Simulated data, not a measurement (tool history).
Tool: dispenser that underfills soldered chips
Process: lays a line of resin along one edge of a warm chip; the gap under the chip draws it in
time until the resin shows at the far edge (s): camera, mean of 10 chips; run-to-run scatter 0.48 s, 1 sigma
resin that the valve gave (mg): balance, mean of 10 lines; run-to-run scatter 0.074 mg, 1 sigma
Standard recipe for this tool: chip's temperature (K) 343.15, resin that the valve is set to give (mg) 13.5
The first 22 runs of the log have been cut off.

| run | hour | chip's temperature (K) | resin that the valve is set to give (mg) | time until the resin shows at the far edge (s) | resin that the valve gave (mg) |
|---|---|---|---|---|---|
|  | 138.7 | new syringe of resin |
| 23 | 138.7 | 334.15 | 12.5 | 62.3 | 12.35 |
| 24 | 146.3 | 334.15 | 12.5 | 87.9 | 12.38 |
|  | 149.7 | new syringe of resin |
| 25 | 153.6 | 334.15 | 12.5 | 74.5 | 12.33 |
| 26 | 158.8 | 334.15 | 12.5 | 92 | 12.21 |
|  | 161 | new syringe of resin |
| 27 | 165.3 | 334.15 | 11.8 | 78.6 | 11.55 |
| 28 | 170.4 | 334.15 | 11.8 | 97.6 | 11.29 |
|  | 171.8 | new syringe of resin |
|  | 180.1 | dispensing valve cleaned and set on the balance |
| 29 | 180.2 | 329.15 | 12.7 | 111.1 | 12.74 |
|  | 184 | new syringe of resin |
| 30 | 186.4 | 343.15 | 13.6 | 44.7 | 13.55 |
| 31 | 191.5 | 343.15 | 13.6 | 55.1 | 13.43 |
|  | 195.4 | new syringe of resin |
| 32 | 200.2 | 337.15 | 14.4 | 65 | 14.22 |
|  | 206.5 | new syringe of resin |
| 33 | 207.4 | 350.15 | 14.4 | 30.6 | 14.13 |
| 34 | 214.4 | 338.15 | 11.5 | 75.8 | 11.2 |
|  | 217.4 | new syringe of resin |
| 35 | 218.6 | 350.15 | 11.5 | 32.9 | 11.32 |
| 36 | 222.7 | 350.15 | 11.5 | 39.5 | 11.33 |

Alternative continuations, all from the tool just after run 36; predict every row:
| A | 227.5 | 351.15 | 13.5 | ? | ? |
| B | 227.5 | 346.15 | 11.5 | ? | ? |
| C | 227.5 | 341.15 | 16.3 | ? | ? |

| run | time until the resin shows at the far edge (s) | resin that the valve gave (mg) |
|---|---|---|
| A | 45.4 | 13.09 |
| B | 58.8 | 11.21 |
| C | 66.1 | 15.67 |
The same runs, with their run-to-run variation unchanged, on a tool lacking any hidden condition would have given:
| run | time until the resin shows at the far edge (s) | resin that the valve gave (mg) |
|---|---|---|
| A | 26.8 | 13.46 |
| B | 34.1 | 11.53 |
| C | 38.4 | 16.12 |

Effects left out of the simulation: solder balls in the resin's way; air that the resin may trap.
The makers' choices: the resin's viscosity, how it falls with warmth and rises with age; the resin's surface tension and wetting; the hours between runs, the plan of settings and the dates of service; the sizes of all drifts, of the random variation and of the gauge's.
